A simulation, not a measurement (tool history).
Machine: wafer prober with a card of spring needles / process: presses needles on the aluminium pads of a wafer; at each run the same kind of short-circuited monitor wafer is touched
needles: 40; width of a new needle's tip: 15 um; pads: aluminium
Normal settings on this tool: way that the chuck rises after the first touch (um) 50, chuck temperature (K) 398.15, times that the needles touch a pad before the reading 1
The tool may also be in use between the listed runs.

run,hour,way that the chuck rises after the first touch (um),chuck temperature (K),times that the needles touch a pad before the reading,resistance of one needle with its contact and lead (mohm),way that a needle slides on the pad (um)
1,0,50,398.15,1,183,7.51
# hour 26.2: tips cleaned on abrasive film
2,35.7,37,398.15,1,191,5.55
3,58.5,37,398.15,1,194,5.57
# hour 69.5: tips cleaned on abrasive film
4,85.6,37,366.15,1,184,5.56
5,110,50,398.15,1,184,7.52
# hour 112.3: tips cleaned on abrasive film
6,130.9,50,398.15,2,183,7.49
# hour 156.9: tips cleaned on abrasive film
7,177.8,50,363.15,2,175,7.47
# hour 202.3: tips cleaned on abrasive film
8,208.7,50,363.15,2,175,7.46
# hour 244.3: tips cleaned on abrasive film
9,250.4,50,363.15,2,175,7.4
# hour 287.2: tips cleaned on abrasive film
10,293.3,54,398.15,1,181,8.04
11,315.2,50,302.15,1,163,7.46
# hour 323.4: height of the first contact set anew
# hour 330.1: tips cleaned on abrasive film
12,362.8,50,342.15,1,173,7.4
# hour 371.1: tips cleaned on abrasive film
13,406.7,50,361.15,1,176,7.43
# hour 412.8: tips cleaned on abrasive film
14,438.1,50,363.15,1,175,7.41
# hour 453.8: tips cleaned on abrasive film
15,466.4,50,363.15,1,174,7.37
# hour 496.4: tips cleaned on abrasive film
16,509.9,50,363.15,1,177,7.39
# hour 526.5: gauge calibrated
# hour 540.5: tips cleaned on abrasive film
17,551.7,50,363.15,2,173,7.51
# hour 582.1: tips cleaned on abrasive film
18,585.2,50,363.15,2,174,7.51
19,605.8,50,363.15,2,175,7.5
# hour 624: tips cleaned on abrasive film
20,640.8,50,363.15,2,176,7.49
# hour 665.5: tips cleaned on abrasive film
21,682.7,41,398.15,3,188,6.12
22,704.2,50,374.15,1,177,7.52
# hour 708.1: tips cleaned on abrasive film
23,729,44,301.15,2,164,6.57
# hour 749.6: tips cleaned on abrasive film
24,772.2,44,301.15,2,166,6.55
# hour 792: tips cleaned on abrasive film
25,798.3,33,353.15,2,185,4.93
# hour 833.1: tips cleaned on abrasive film
26,844.1,33,353.15,2,184,4.91
27,871.7,40,341.15,1,178,5.94
# hour 874.7: tips cleaned on abrasive film
28,894.8,50,398.15,2,183,7.41
# hour 919.6: tips cleaned on abrasive film
29,930.7,50,398.15,2,184,7.37
30,955.7,50,312.15,2,168,7.41
# hour 963.5: tips cleaned on abrasive film
31,986.6,50,333.15,2,170,7.41
# hour 1005.3: tips cleaned on abrasive film
32,1009.4,50,333.15,2,166,7.42
# hour 1049.3: tips cleaned on abrasive film
33,1059.6,69,353.15,2,166,10.2

What if the next run were any one of these 4? Each begins from the tool's condition after run 33:
A,1088,69,398.15,1,?,?
B,1088,43,353.15,2,?,?
C,1088,41,343.15,2,?,?
D,1088,32,381.15,1,?,?

run,resistance of one needle with its contact and lead (mohm),way that a needle slides on the pad (um)
A,177,10.15
B,177,6.39
C,177,6.06
D,193,4.71
With the hidden condition removed and each run's random variation left untouched, the same runs would have given:
run,resistance of one needle with its contact and lead (mohm),way that a needle slides on the pad (um)
A,177,10.36
B,177,6.51
C,177,6.18
D,192,4.8

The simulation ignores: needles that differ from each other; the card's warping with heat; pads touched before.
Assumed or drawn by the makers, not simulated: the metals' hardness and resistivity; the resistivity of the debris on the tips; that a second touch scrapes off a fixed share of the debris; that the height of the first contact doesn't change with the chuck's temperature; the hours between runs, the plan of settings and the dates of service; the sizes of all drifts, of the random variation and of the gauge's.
